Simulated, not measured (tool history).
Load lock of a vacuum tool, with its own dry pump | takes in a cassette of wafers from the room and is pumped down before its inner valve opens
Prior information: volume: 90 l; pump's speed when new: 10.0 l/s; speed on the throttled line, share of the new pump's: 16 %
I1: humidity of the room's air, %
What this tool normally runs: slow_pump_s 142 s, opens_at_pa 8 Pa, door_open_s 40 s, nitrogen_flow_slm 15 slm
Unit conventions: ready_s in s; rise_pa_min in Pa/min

{"run": 1, "hour": 0.0, "slow_pump_s": 142, "opens_at_pa": 8, "door_open_s": 40, "nitrogen_flow_slm": 15, "I1": 42.6, "ready_s": 207.1, "rise_pa_min": 0.02}
{"run": 2, "hour": 200.4, "slow_pump_s": 142, "opens_at_pa": 8, "door_open_s": 40, "nitrogen_flow_slm": 15, "I1": 45.2, "ready_s": 206, "rise_pa_min": 0.024}
{"run": 3, "hour": 402.8, "slow_pump_s": 142, "opens_at_pa": 8, "door_open_s": 40, "nitrogen_flow_slm": 15, "I1": 42.1, "ready_s": 203.8, "rise_pa_min": 0.025}
{"run": 4, "hour": 610.4, "slow_pump_s": 142, "opens_at_pa": 8, "door_open_s": 40, "nitrogen_flow_slm": 15, "I1": 45.6, "ready_s": 204.9, "rise_pa_min": 0.014}
{"run": 5, "hour": 741.1, "slow_pump_s": 142, "opens_at_pa": 8, "door_open_s": 40, "nitrogen_flow_slm": 15, "I1": 44.6, "ready_s": 204.4, "rise_pa_min": 0.023}
{"run": 6, "hour": 877.7, "slow_pump_s": 245, "opens_at_pa": 8, "door_open_s": 40, "nitrogen_flow_slm": 15, "I1": 46.3, "ready_s": 292.5, "rise_pa_min": 0.019}
{"run": 7, "hour": 993.0, "slow_pump_s": 142, "opens_at_pa": 8, "door_open_s": 40, "nitrogen_flow_slm": 15, "I1": 42.5, "ready_s": 203.5, "rise_pa_min": 0.02}
{"run": 8, "hour": 1200.9, "slow_pump_s": 142, "opens_at_pa": 8, "door_open_s": 40, "nitrogen_flow_slm": 15, "I1": 46.4, "ready_s": 206, "rise_pa_min": 0.024}
{"run": 9, "hour": 1384.9, "slow_pump_s": 142, "opens_at_pa": 8, "door_open_s": 128, "nitrogen_flow_slm": 15, "I1": 44.9, "ready_s": 206.1, "rise_pa_min": 0.037}
{"run": 10, "hour": 1492.8, "slow_pump_s": 142, "opens_at_pa": 8, "door_open_s": 128, "nitrogen_flow_slm": 15, "I1": 45.5, "ready_s": 205.4, "rise_pa_min": 0.037}
{"run": 11, "hour": 1644.2, "slow_pump_s": 142, "opens_at_pa": 8, "door_open_s": 128, "nitrogen_flow_slm": 15, "I1": 46.9, "ready_s": 204.3, "rise_pa_min": 0.042}
{"run": 12, "hour": 1836.3, "slow_pump_s": 142, "opens_at_pa": 8, "door_open_s": 167, "nitrogen_flow_slm": 15, "I1": 45.1, "ready_s": 205.3, "rise_pa_min": 0.048}
{"run": 13, "hour": 2081.0, "slow_pump_s": 142, "opens_at_pa": 8, "door_open_s": 167, "nitrogen_flow_slm": 15, "I1": 43.4, "ready_s": 203.8, "rise_pa_min": 0.052}
{"run": 14, "hour": 2204.7, "slow_pump_s": 142, "opens_at_pa": 13, "door_open_s": 42, "nitrogen_flow_slm": 15, "I1": 45.4, "ready_s": 202.9, "rise_pa_min": 0.023}
{"run": 15, "hour": 2393.9, "slow_pump_s": 142, "opens_at_pa": 11, "door_open_s": 46, "nitrogen_flow_slm": 15, "I1": 46.2, "ready_s": 200.5, "rise_pa_min": 0.019}
{"run": 16, "hour": 2596.5, "slow_pump_s": 240, "opens_at_pa": 8, "door_open_s": 40, "nitrogen_flow_slm": 29, "I1": 44.3, "ready_s": 284.7, "rise_pa_min": 0.015}
{"run": 17, "hour": 2753.7, "slow_pump_s": 132, "opens_at_pa": 15, "door_open_s": 97, "nitrogen_flow_slm": 4, "I1": 46.9, "ready_s": 192.4, "rise_pa_min": 0.062}
{"run": 18, "hour": 2876.0, "slow_pump_s": 78, "opens_at_pa": 8, "door_open_s": 58, "nitrogen_flow_slm": 15, "I1": 45, "ready_s": 150, "rise_pa_min": 0.027}
{"run": 19, "hour": 3077.6, "slow_pump_s": 77, "opens_at_pa": 8, "door_open_s": 40, "nitrogen_flow_slm": 15, "I1": 45.7, "ready_s": 151.9, "rise_pa_min": 0.02}
{"run": 20, "hour": 3228.7, "slow_pump_s": 142, "opens_at_pa": 16, "door_open_s": 74, "nitrogen_flow_slm": 15, "I1": 40.6, "ready_s": 201.5, "rise_pa_min": 0.025}
{"run": 21, "hour": 3450.3, "slow_pump_s": 165, "opens_at_pa": 11, "door_open_s": 53, "nitrogen_flow_slm": 10, "I1": 44.8, "ready_s": 224.4, "rise_pa_min": 0.028}
{"run": 22, "hour": 3643.3, "slow_pump_s": 114, "opens_at_pa": 9, "door_open_s": 170, "nitrogen_flow_slm": 13, "I1": 48, "ready_s": 180.4, "rise_pa_min": 0.058}
{"run": 23, "hour": 3820.3, "slow_pump_s": 71, "opens_at_pa": 8, "door_open_s": 26, "nitrogen_flow_slm": 13, "I1": 46, "ready_s": 145.6, "rise_pa_min": 0.022}
{"run": 24, "hour": 4015.7, "slow_pump_s": 71, "opens_at_pa": 8, "door_open_s": 26, "nitrogen_flow_slm": 13, "I1": 46.6, "ready_s": 145, "rise_pa_min": 0.023}
{"run": 25, "hour": 4260.6, "slow_pump_s": 73, "opens_at_pa": 8, "door_open_s": 40, "nitrogen_flow_slm": 9, "I1": 44.9, "ready_s": 147.1, "rise_pa_min": 0.028}

Branching from run 25: 5 alternative next runs. What would each branch give?
{"run": "A", "hour": 4449.4, "slow_pump_s": 73, "opens_at_pa": 8, "door_open_s": 116, "nitrogen_flow_slm": 9, "I1": 45.6, "ready_s": "?", "rise_pa_min": "?"}
{"run": "B", "hour": 4449.4, "slow_pump_s": 97, "opens_at_pa": 8, "door_open_s": 40, "nitrogen_flow_slm": 28, "I1": 44.5, "ready_s": "?", "rise_pa_min": "?"}
{"run": "C", "hour": 4449.4, "slow_pump_s": 73, "opens_at_pa": 11, "door_open_s": 40, "nitrogen_flow_slm": 9, "I1": 47, "ready_s": "?", "rise_pa_min": "?"}
{"run": "D", "hour": 4449.4, "slow_pump_s": 73, "opens_at_pa": 8, "door_open_s": 46, "nitrogen_flow_slm": 9, "I1": 43, "ready_s": "?", "rise_pa_min": "?"}
{"run": "E", "hour": 4449.4, "slow_pump_s": 200, "opens_at_pa": 8, "door_open_s": 40, "nitrogen_flow_slm": 26, "I1": 43.2, "ready_s": "?", "rise_pa_min": "?"}

run=A ready_s=147.2 rise_pa_min=0.049
run=B ready_s=167.1 rise_pa_min=0.018
run=C ready_s=145.9 rise_pa_min=0.03
run=D ready_s=145.5 rise_pa_min=0.028
run=E ready_s=255.6 rise_pa_min=0.021
With the hidden condition removed and each run's random variation left untouched, the same runs would have given:
run=A ready_s=147.2 rise_pa_min=0.046
run=B ready_s=167 rise_pa_min=0.015
run=C ready_s=145.8 rise_pa_min=0.028
run=D ready_s=145.5 rise_pa_min=0.026
run=E ready_s=255.5 rise_pa_min=0.018

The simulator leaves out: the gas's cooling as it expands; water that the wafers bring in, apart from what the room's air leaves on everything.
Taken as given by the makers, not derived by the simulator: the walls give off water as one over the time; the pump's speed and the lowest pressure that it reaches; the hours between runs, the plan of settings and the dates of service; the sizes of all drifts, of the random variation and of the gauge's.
